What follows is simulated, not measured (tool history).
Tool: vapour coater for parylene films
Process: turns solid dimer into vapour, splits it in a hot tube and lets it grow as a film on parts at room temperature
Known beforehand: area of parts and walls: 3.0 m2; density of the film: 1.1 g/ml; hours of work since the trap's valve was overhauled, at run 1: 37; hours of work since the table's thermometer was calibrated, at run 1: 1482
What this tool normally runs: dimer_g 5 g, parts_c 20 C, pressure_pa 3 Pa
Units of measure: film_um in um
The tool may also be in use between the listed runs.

run    hour  dimer_g  parts_c  pressure_pa  hours of work since the trap's valve was overhauled  hours of work since the table's thermometer was calibrated  film_um
  1       0        5       20            3                                                   37                                                        1482    1.145
  2    55.8        5       20         8.29                                                   67                                                        1512    1.002
  3   120.4        5       20         8.29                                                  102                                                        1547    0.998
  4   163.7        5       20            3                                                  125                                                        1571    1.133
  5   205.2        5       20            3                                                  148                                                        1593     1.13
  6   270.6        5       20         2.71                                                  183                                                        1628    1.133
  7   336.7        5       20         2.71                                                  219                                                        1664    1.127
  8     375        2       20            3                                                  239                                                        1684    0.438
  9   414.9        5       20            3                                                  261                                                        1706    1.098
 10   459.2        5       20            3                                                  285                                                        1730    1.092
 11   516.5        4       20            3                                                  316                                                        1761    0.871
 12   556.7        4       20            3                                                  337                                                        1782    0.859
      601.5  -- trap's valve overhauled
 13   613.3        4       20            3                                                    6                                                        1811    0.929
 14   645.1        4       20            3                                                   23                                                        1828    0.931
 15     689        5       20         2.98                                                   47                                                        1852    1.157
 16   738.4        5       23            3                                                   74                                                        1878    0.998
 17   779.5        5       23            3                                                   96                                                        1900    0.989
 18   848.7        5       20         10.6                                                  133                                                        1938    0.965
 19   903.8        8       20         4.87                                                  163                                                        1967    1.693
 20   943.8        8       21         2.88                                                  185                                                        1989    1.727
 21  1009.3        8       21         2.89                                                  220                                                        2024    1.702
 22  1045.9        3       15            3                                                  240                                                        2044    0.841
 23  1101.5        3       12        10.38                                                  270                                                        2074     0.81
 24  1160.2        3       12        10.38                                                  301                                                        2106    0.806
 25  1193.8        3       12        10.38                                                  319                                                        2124    0.803
 26  1247.3        5       20         7.77                                                  348                                                        2153     0.95
     1274.2  -- trap's valve overhauled
 27  1303.3        4       20         7.48                                                   16                                                        2181    0.831
 28    1359        4       17         7.48                                                   46                                                        2211    0.944
 29    1418        3       22          2.4                                                   78                                                        2243    0.642
 30  1485.1        4       15            3                                                  114                                                        2279    1.145
 31    1553        4       15            3                                                  150                                                        2315    1.142
 32  1586.2        3       15         3.19                                                  168                                                        2333     0.84
 33  1628.5        6       21         4.09                                                  191                                                        2356     1.23
     1663.9  -- table's thermometer calibrated
 34  1664.8        6       21         4.09                                                  210                                                           1    1.201
 35    1723        5       21         4.09                                                  241                                                          32    0.994

Measured minus without-hidden-state, run by run (identical run-to-run variation in each term; gauge scatter may differ):
What the log doesn't record here: vapour lost through the trap's worn valve, %; true temperature of the parts over the reading, C; drift of the gauge itself on film_um, %.
run  film_um
  1   -0.001
  2   -0.007
  3   -0.015
  4   -0.023
  5   -0.029
  6   -0.038
  7   -0.048
  8   -0.021
  9   -0.058
 10   -0.063
 11   -0.057
 12   -0.062
 13    +0.01
 14   +0.006
 15   +0.002
 16   -0.004
 17   -0.009
 18   -0.017
 19   -0.042
 20   -0.052
 21   -0.065
 22   -0.036
 23   -0.041
 24   -0.047
 25   -0.051
 26   -0.067
 27   +0.007
 28   +0.001
 29   -0.004
 30   -0.016
 31   -0.026
 32   -0.023
 33    -0.04
 34   -0.067
 35   -0.063

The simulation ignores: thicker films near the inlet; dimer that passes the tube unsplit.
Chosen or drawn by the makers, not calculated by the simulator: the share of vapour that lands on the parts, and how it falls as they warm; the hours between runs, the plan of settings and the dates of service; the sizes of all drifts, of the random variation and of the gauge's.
